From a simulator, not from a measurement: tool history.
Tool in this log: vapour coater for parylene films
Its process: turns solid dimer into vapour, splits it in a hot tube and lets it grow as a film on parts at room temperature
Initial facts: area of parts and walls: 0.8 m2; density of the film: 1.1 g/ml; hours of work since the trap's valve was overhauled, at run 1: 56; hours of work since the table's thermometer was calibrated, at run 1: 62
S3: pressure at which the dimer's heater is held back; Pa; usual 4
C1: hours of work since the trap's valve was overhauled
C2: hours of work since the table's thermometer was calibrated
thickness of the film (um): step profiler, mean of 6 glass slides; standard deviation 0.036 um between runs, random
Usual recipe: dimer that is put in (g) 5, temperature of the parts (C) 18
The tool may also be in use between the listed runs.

run 1 hour=0 | dimer_that_is_put_in_(g)=5 temperature_of_the_parts_(C)=18 S3=4 | C1=56 C2=62 | thickness_of_the_film_(um)=3.61
run 2 hour=11.9 | dimer_that_is_put_in_(g)=5 temperature_of_the_parts_(C)=18 S3=4 | C1=65 C2=71 | thickness_of_the_film_(um)=3.63
run 3 hour=28.2 | dimer_that_is_put_in_(g)=5 temperature_of_the_parts_(C)=18 S3=4 | C1=77 C2=83 | thickness_of_the_film_(um)=3.58
run 4 hour=41 | dimer_that_is_put_in_(g)=5 temperature_of_the_parts_(C)=15 S3=4 | C1=87 C2=93 | thickness_of_the_film_(um)=3.96
run 5 hour=48.3 | dimer_that_is_put_in_(g)=5 temperature_of_the_parts_(C)=20 S3=4 | C1=93 C2=98 | thickness_of_the_film_(um)=3.22
run 6 hour=57 | dimer_that_is_put_in_(g)=9 temperature_of_the_parts_(C)=20 S3=4 | C1=99 C2=105 | thickness_of_the_film_(um)=5.92
run 7 hour=73 | dimer_that_is_put_in_(g)=9 temperature_of_the_parts_(C)=20 S3=4 | C1=111 C2=117 | thickness_of_the_film_(um)=5.82
run 8 hour=84.3 | dimer_that_is_put_in_(g)=9 temperature_of_the_parts_(C)=20 S3=4 | C1=120 C2=125 | thickness_of_the_film_(um)=5.73
run 9 hour=92.2 | dimer_that_is_put_in_(g)=9 temperature_of_the_parts_(C)=20 S3=4 | C1=126 C2=131 | thickness_of_the_film_(um)=5.78
run 10 hour=106.1 | dimer_that_is_put_in_(g)=5 temperature_of_the_parts_(C)=18 S3=3.09 | C1=136 C2=142 | thickness_of_the_film_(um)=3.6
run 11 hour=119 | dimer_that_is_put_in_(g)=5 temperature_of_the_parts_(C)=18 S3=3.09 | C1=146 C2=152 | thickness_of_the_film_(um)=3.54
run 12 hour=132.6 | dimer_that_is_put_in_(g)=5 temperature_of_the_parts_(C)=18 S3=3.09 | C1=156 C2=162 | thickness_of_the_film_(um)=3.58
run 13 hour=145.3 | dimer_that_is_put_in_(g)=5 temperature_of_the_parts_(C)=18 S3=3.09 | C1=166 C2=171 | thickness_of_the_film_(um)=3.59
run 14 hour=154.1 | dimer_that_is_put_in_(g)=5 temperature_of_the_parts_(C)=18 S3=3.09 | C1=173 C2=178 | thickness_of_the_film_(um)=3.61
run 15 hour=162 | dimer_that_is_put_in_(g)=5 temperature_of_the_parts_(C)=18 S3=4.8 | C1=179 C2=184 | thickness_of_the_film_(um)=3.3
run 16 hour=171.1 | dimer_that_is_put_in_(g)=5 temperature_of_the_parts_(C)=18 S3=4 | C1=185 C2=191 | thickness_of_the_film_(um)=3.38
run 17 hour=185.8 | dimer_that_is_put_in_(g)=5 temperature_of_the_parts_(C)=18 S3=4 | C1=197 C2=202 | thickness_of_the_film_(um)=3.39
run 18 hour=197.3 | dimer_that_is_put_in_(g)=5 temperature_of_the_parts_(C)=18 S3=4 | C1=205 C2=211 | thickness_of_the_film_(um)=3.37
run 19 hour=211.2 | dimer_that_is_put_in_(g)=5 temperature_of_the_parts_(C)=18 S3=4 | C1=216 C2=221 | thickness_of_the_film_(um)=3.36
run 20 hour=219.5 | dimer_that_is_put_in_(g)=5 temperature_of_the_parts_(C)=18 S3=4 | C1=222 C2=228 | thickness_of_the_film_(um)=3.31
run 21 hour=233.2 | dimer_that_is_put_in_(g)=5 temperature_of_the_parts_(C)=18 S3=4 | C1=232 C2=238 | thickness_of_the_film_(um)=3.29
run 22 hour=240.1 | dimer_that_is_put_in_(g)=5 temperature_of_the_parts_(C)=18 S3=4 | C1=238 C2=243 | thickness_of_the_film_(um)=3.27
run 23 hour=251.3 | dimer_that_is_put_in_(g)=5 temperature_of_the_parts_(C)=18 S3=4 | C1=246 C2=252 | thickness_of_the_film_(um)=3.28
run 24 hour=264.9 | dimer_that_is_put_in_(g)=5 temperature_of_the_parts_(C)=18 S3=4 | C1=256 C2=262 | thickness_of_the_film_(um)=3.28
run 25 hour=276.3 | dimer_that_is_put_in_(g)=5 temperature_of_the_parts_(C)=18 S3=3.52 | C1=265 C2=271 | thickness_of_the_film_(um)=3.35
run 26 hour=283.8 | dimer_that_is_put_in_(g)=5 temperature_of_the_parts_(C)=18 S3=3.52 | C1=271 C2=276 | thickness_of_the_film_(um)=3.34
run 27 hour=297.1 | dimer_that_is_put_in_(g)=5 temperature_of_the_parts_(C)=18 S3=3.52 | C1=281 C2=286 | thickness_of_the_film_(um)=3.31
run 28 hour=307.1 | dimer_that_is_put_in_(g)=4 temperature_of_the_parts_(C)=14 S3=7.89 | C1=288 C2=294 | thickness_of_the_film_(um)=2.71
run 29 hour=318.9 | dimer_that_is_put_in_(g)=6 temperature_of_the_parts_(C)=14 S3=7.18 | C1=297 C2=303 | thickness_of_the_film_(um)=4.12
run 30 hour=331.7 | dimer_that_is_put_in_(g)=6 temperature_of_the_parts_(C)=14 S3=7.12 | C1=307 C2=312 | thickness_of_the_film_(um)=4.1
run 31 hour=347.1 | dimer_that_is_put_in_(g)=6 temperature_of_the_parts_(C)=14 S3=7.12 | C1=319 C2=324 | thickness_of_the_film_(um)=4.11
-- hour=359.8 trap's valve overhauled
run 32 hour=362.7 | dimer_that_is_put_in_(g)=2 temperature_of_the_parts_(C)=14 S3=7.12 | C1=2 C2=333 | thickness_of_the_film_(um)=1.59
run 33 hour=375.1 | dimer_that_is_put_in_(g)=7 temperature_of_the_parts_(C)=18 S3=2.98 | C1=12 C2=342 | thickness_of_the_film_(um)=5.36
run 34 hour=390.6 | dimer_that_is_put_in_(g)=7 temperature_of_the_parts_(C)=18 S3=2.98 | C1=23 C2=354 | thickness_of_the_film_(um)=5.32
run 35 hour=398.6 | dimer_that_is_put_in_(g)=3 temperature_of_the_parts_(C)=18 S3=2.98 | C1=29 C2=360 | thickness_of_the_film_(um)=2.27
run 36 hour=406.1 | dimer_that_is_put_in_(g)=3 temperature_of_the_parts_(C)=12 S3=2.98 | C1=35 C2=366 | thickness_of_the_film_(um)=2.9
run 37 hour=413.5 | dimer_that_is_put_in_(g)=3 temperature_of_the_parts_(C)=12 S3=2.98 | C1=41 C2=371 | thickness_of_the_film_(um)=2.95
run 38 hour=430.2 | dimer_that_is_put_in_(g)=8 temperature_of_the_parts_(C)=15 S3=4 | C1=53 C2=384 | thickness_of_the_film_(um)=6.53
run 39 hour=440.7 | dimer_that_is_put_in_(g)=5 temperature_of_the_parts_(C)=18 S3=3.18 | C1=61 C2=392 | thickness_of_the_film_(um)=3.7
run 40 hour=452.6 | dimer_that_is_put_in_(g)=5 temperature_of_the_parts_(C)=18 S3=3.18 | C1=70 C2=401 | thickness_of_the_film_(um)=3.75
run 41 hour=466.8 | dimer_that_is_put_in_(g)=5 temperature_of_the_parts_(C)=19 S3=6.64 | C1=81 C2=412 | thickness_of_the_film_(um)=3.09
run 42 hour=480.6 | dimer_that_is_put_in_(g)=5 temperature_of_the_parts_(C)=13 S3=4.29 | C1=91 C2=422 | thickness_of_the_film_(um)=4.19
run 43 hour=495.9 | dimer_that_is_put_in_(g)=4 temperature_of_the_parts_(C)=13 S3=2.02 | C1=103 C2=434 | thickness_of_the_film_(um)=3.86
run 44 hour=504.6 | dimer_that_is_put_in_(g)=3 temperature_of_the_parts_(C)=14 S3=4 | C1=110 C2=440 | thickness_of_the_film_(um)=2.44
run 45 hour=514.9 | dimer_that_is_put_in_(g)=5 temperature_of_the_parts_(C)=17 S3=2.41 | C1=117 C2=448 | thickness_of_the_film_(um)=3.87

4 options for the next run, each taken on its own from the tool as it stands now. Forecast them:
run A hour=527.6 | dimer_that_is_put_in_(g)=5 temperature_of_the_parts_(C)=18 S3=4 | C1=127 C2=458 | thickness_of_the_film_(um)=?
run B hour=527.6 | dimer_that_is_put_in_(g)=6 temperature_of_the_parts_(C)=20 S3=2.77 | C1=127 C2=458 | thickness_of_the_film_(um)=?
run C hour=527.6 | dimer_that_is_put_in_(g)=8 temperature_of_the_parts_(C)=11 S3=10.65 | C1=127 C2=458 | thickness_of_the_film_(um)=?
run D hour=527.6 | dimer_that_is_put_in_(g)=3 temperature_of_the_parts_(C)=18 S3=3.95 | C1=127 C2=458 | thickness_of_the_film_(um)=?

run=A thickness_of_the_film_(um)=3.44
run=B thickness_of_the_film_(um)=4.07
run=C thickness_of_the_film_(um)=6.3
run=D thickness_of_the_film_(um)=2.1
What these runs would have given with no unlogged condition in the tool:
run=A thickness_of_the_film_(um)=3.71
run=B thickness_of_the_film_(um)=4.39
run=C thickness_of_the_film_(um)=6.79
run=D thickness_of_the_film_(um)=2.26

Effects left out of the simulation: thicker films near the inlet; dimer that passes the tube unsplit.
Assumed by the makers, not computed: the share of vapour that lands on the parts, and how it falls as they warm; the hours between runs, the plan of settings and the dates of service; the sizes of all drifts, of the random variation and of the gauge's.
